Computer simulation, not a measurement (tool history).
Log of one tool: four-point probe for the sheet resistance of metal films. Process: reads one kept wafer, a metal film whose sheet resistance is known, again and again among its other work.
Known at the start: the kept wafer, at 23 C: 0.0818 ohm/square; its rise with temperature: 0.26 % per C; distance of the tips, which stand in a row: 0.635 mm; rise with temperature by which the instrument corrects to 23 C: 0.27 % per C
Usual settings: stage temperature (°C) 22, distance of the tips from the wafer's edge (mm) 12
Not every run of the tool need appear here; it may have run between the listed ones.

run,hour,stage temperature (°C),distance of the tips from the wafer's edge (mm),sheet resistance as the instrument gives it (ohm/square)
1,0.0,22,12,0.082125
2,12.2,22,6,0.082521
3,35.3,22,6,0.082511
4,57.4,22,12,0.082133
5,69.2,22,12,0.082156
6,88.8,22,12,0.082164
7,104.7,22,12,0.082145
8,117.7,24,12,0.082164
9,140.3,24,12,0.082152
10,163.3,24,12,0.082149
11,188.6,24,12,0.082167
12,202.1,24,12,0.082153
13,226.8,24,12,0.082186
14,240.8,24,12,0.082190
15,254.4,22,12,0.082205
16,266.8,22,4,0.083148
17,285.5,21,6,0.082579
18,306.4,32,32,0.082044
19,327.9,32,32,0.082048
20,346.0,24,32,0.082108
21,367.2,29,21,0.082109
# hour 368.8: stage's thermometer calibrated
22,387.5,29,21,0.082091
23,413.5,24,4,0.083209
# hour 417.2: stage's thermometer calibrated, once more
24,428.5,33,10,0.082318
25,452.9,33,10,0.082303
26,476.1,27,17,0.082219
27,487.2,25,20,0.082226
28,498.9,20,13,0.082354
29,509.6,27,4,0.083312
30,528.6,27,4,0.083293

Below are 3 alternative next runs, each starting from the tool's condition after run 30. Predict each:
A,542.3,20,5,?
B,542.3,19,30,?
C,542.3,18,16,?

run,sheet resistance as the instrument gives it (ohm/square)
A,0.082928
B,0.082276
C,0.082349
Without the tool's hidden state the same runs would have given:
run,sheet resistance as the instrument gives it (ohm/square)
A,0.082488
B,0.081839
C,0.081911

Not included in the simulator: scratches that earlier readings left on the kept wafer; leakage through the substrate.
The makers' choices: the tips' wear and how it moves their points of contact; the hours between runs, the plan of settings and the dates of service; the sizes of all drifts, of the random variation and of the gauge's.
